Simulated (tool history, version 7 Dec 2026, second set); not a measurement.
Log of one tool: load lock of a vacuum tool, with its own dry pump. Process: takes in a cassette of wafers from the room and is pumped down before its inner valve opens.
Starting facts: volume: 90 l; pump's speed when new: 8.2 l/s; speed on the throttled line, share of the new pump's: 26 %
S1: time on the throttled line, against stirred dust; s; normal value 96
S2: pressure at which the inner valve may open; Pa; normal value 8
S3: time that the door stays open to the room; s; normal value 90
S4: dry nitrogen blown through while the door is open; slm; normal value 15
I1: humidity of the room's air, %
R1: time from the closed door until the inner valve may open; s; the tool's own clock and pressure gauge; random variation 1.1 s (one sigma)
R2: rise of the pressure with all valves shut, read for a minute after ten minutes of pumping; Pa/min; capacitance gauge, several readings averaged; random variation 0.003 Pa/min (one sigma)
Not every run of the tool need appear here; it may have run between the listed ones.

run 1 day=0.000 | S1=96 S2=8 S3=90 S4=15 | I1=47.4 | R1=174.2 R2=0.024
run 2 day=18.846 | S1=96 S2=8 S3=90 S4=15 | I1=44.8 | R1=175.5 R2=0.019
run 3 day=33.704 | S1=96 S2=8 S3=90 S4=15 | I1=44.8 | R1=177.1 R2=0.024
run 4 day=49.567 | S1=96 S2=8 S3=90 S4=15 | I1=42.8 | R1=173.2 R2=0.022
run 5 day=59.958 | S1=177 S2=8 S3=90 S4=15 | I1=45.3 | R1=236.6 R2=0.025
run 6 day=72.442 | S1=96 S2=8 S3=90 S4=15 | I1=45.9 | R1=174.1 R2=0.025
run 7 day=80.267 | S1=96 S2=8 S3=90 S4=17 | I1=40.6 | R1=175.5 R2=0.024
run 8 day=93.321 | S1=140 S2=8 S3=90 S4=17 | I1=49.2 | R1=205.5 R2=0.026
run 9 day=103.183 | S1=140 S2=8 S3=90 S4=17 | I1=47.8 | R1=208.4 R2=0.027
run 10 day=112.542 | S1=96 S2=8 S3=90 S4=15 | I1=44.1 | R1=174.4 R2=0.018
run 11 day=131.558 | S1=96 S2=8 S3=90 S4=15 | I1=45.8 | R1=173.8 R2=0.026
run 12 day=147.933 | S1=96 S2=8 S3=90 S4=6 | I1=50.2 | R1=175.7 R2=0.031
run 13 day=157.462 | S1=88 S2=8 S3=90 S4=6 | I1=46.4 | R1=169.3 R2=0.033
run 14 day=168.325 | S1=88 S2=8 S3=90 S4=6 | I1=42.4 | R1=169.5 R2=0.028
run 15 day=185.154 | S1=88 S2=8 S3=90 S4=6 | I1=44.9 | R1=169.6 R2=0.025
run 16 day=203.504 | S1=88 S2=8 S3=90 S4=6 | I1=47.7 | R1=168.4 R2=0.029
run 17 day=212.233 | S1=88 S2=8 S3=90 S4=6 | I1=46.0 | R1=167.7 R2=0.026
run 18 day=227.212 | S1=88 S2=8 S3=90 S4=6 | I1=47.3 | R1=171.5 R2=0.029
run 19 day=237.775 | S1=96 S2=8 S3=90 S4=15 | I1=47.1 | R1=175.5 R2=0.025
run 20 day=254.046 | S1=95 S2=8 S3=90 S4=15 | I1=44.3 | R1=174.6 R2=0.020
run 21 day=271.679 | S1=151 S2=7 S3=101 S4=29 | I1=45.5 | R1=216.2 R2=0.022
run 22 day=288.400 | S1=96 S2=8 S3=47 S4=15 | I1=45.3 | R1=174.6 R2=0.015
run 23 day=302.200 | S1=96 S2=8 S3=33 S4=15 | I1=43.2 | R1=176.7 R2=0.021
run 24 day=310.683 | S1=96 S2=9 S3=54 S4=15 | I1=43.2 | R1=173.8 R2=0.017
run 25 day=327.808 | S1=120 S2=8 S3=90 S4=29 | I1=45.0 | R1=191.7 R2=0.023
run 26 day=338.408 | S1=120 S2=8 S3=43 S4=7 | I1=48.8 | R1=193.5 R2=0.022
run 27 day=348.288 | S1=96 S2=8 S3=181 S4=6 | I1=46.2 | R1=174.7 R2=0.041
run 28 day=365.962 | S1=96 S2=8 S3=181 S4=4 | I1=44.1 | R1=174.9 R2=0.041
run 29 day=376.233 | S1=71 S2=14 S3=67 S4=10 | I1=49.2 | R1=150.0 R2=0.025
run 30 day=385.375 | S1=51 S2=8 S3=47 S4=33 | I1=42.6 | R1=143.6 R2=0.012
run 31 day=401.467 | S1=51 S2=8 S3=47 S4=33 | I1=43.3 | R1=141.3 R2=0.017
run 32 day=416.038 | S1=51 S2=8 S3=47 S4=33 | I1=45.1 | R1=142.3 R2=0.013
run 33 day=428.162 | S1=51 S2=9 S3=47 S4=7 | I1=44.7 | R1=141.3 R2=0.016
run 34 day=440.088 | S1=51 S2=9 S3=47 S4=7 | I1=48.2 | R1=140.1 R2=0.022
run 35 day=453.188 | S1=96 S2=7 S3=115 S4=15 | I1=44.0 | R1=177.4 R2=0.026
run 36 day=465.758 | S1=159 S2=8 S3=90 S4=15 | I1=45.1 | R1=222.7 R2=0.022
run 37 day=484.258 | S1=159 S2=6 S3=72 S4=15 | I1=44.1 | R1=226.0 R2=0.022
run 38 day=494.596 | S1=159 S2=6 S3=225 S4=10 | I1=43.8 | R1=222.3 R2=0.042

Taken out of this log: 2 entries between the listed runs. Where each belongs, and how the hidden state differs across it:
Run 14 -> run 15: door's seal changed, seat wiped (day 185.154)
  pump's speed, % of a new pump's: 100 -> 99.9; leak at the door's seal, Pa l/s: 0.004 -> 0.002
Run 26 -> run 27: dry pump taken out, an overhauled one fitted (day 345.008)
  pump's speed, % of a new pump's: 99.9 -> 100; leak at the door's seal, Pa l/s: 0.0024 -> 0.0025
